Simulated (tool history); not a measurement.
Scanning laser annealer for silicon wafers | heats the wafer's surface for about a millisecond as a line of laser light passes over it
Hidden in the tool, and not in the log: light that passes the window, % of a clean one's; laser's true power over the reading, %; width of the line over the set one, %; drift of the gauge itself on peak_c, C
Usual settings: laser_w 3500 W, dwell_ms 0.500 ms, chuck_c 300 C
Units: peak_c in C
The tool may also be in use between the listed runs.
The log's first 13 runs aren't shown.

run	hour	laser_w	dwell_ms	chuck_c	hours of work since the window was cleaned	hours of work since the power meter was calibrated	hours of work since the optics were aligned	peak_c
14	169.6	3500	0.500	300	542	288	304	982
15	181.5	3500	0.500	300	551	297	312	982
16	190.8	3500	0.500	300	558	304	319	978
17	204.9	3307	0.500	300	568	314	329	929
18	223.9	3307	0.500	300	582	328	343	931
19	238.7	3307	0.553	300	592	338	354	958
20	256.6	3307	0.553	300	605	351	367	956
21	272.7	3307	0.505	300	617	363	378	930
22	289.3	3045	0.518	335	629	375	390	903
23	299.8	3045	0.518	335	637	383	398	905
24	318.5	3063	0.522	324	650	396	411	898
25	335.3	3500	0.518	260	662	408	423	945
26	352.0	3307	0.500	300	674	420	435	923

Run 27 comes next. What will it give?
27	364.2	3440	0.507	294	683	429	444	?

Run 27 gave peak_c 953 C.
Without the tool's hidden state the same run would have given peak_c 1003 C.
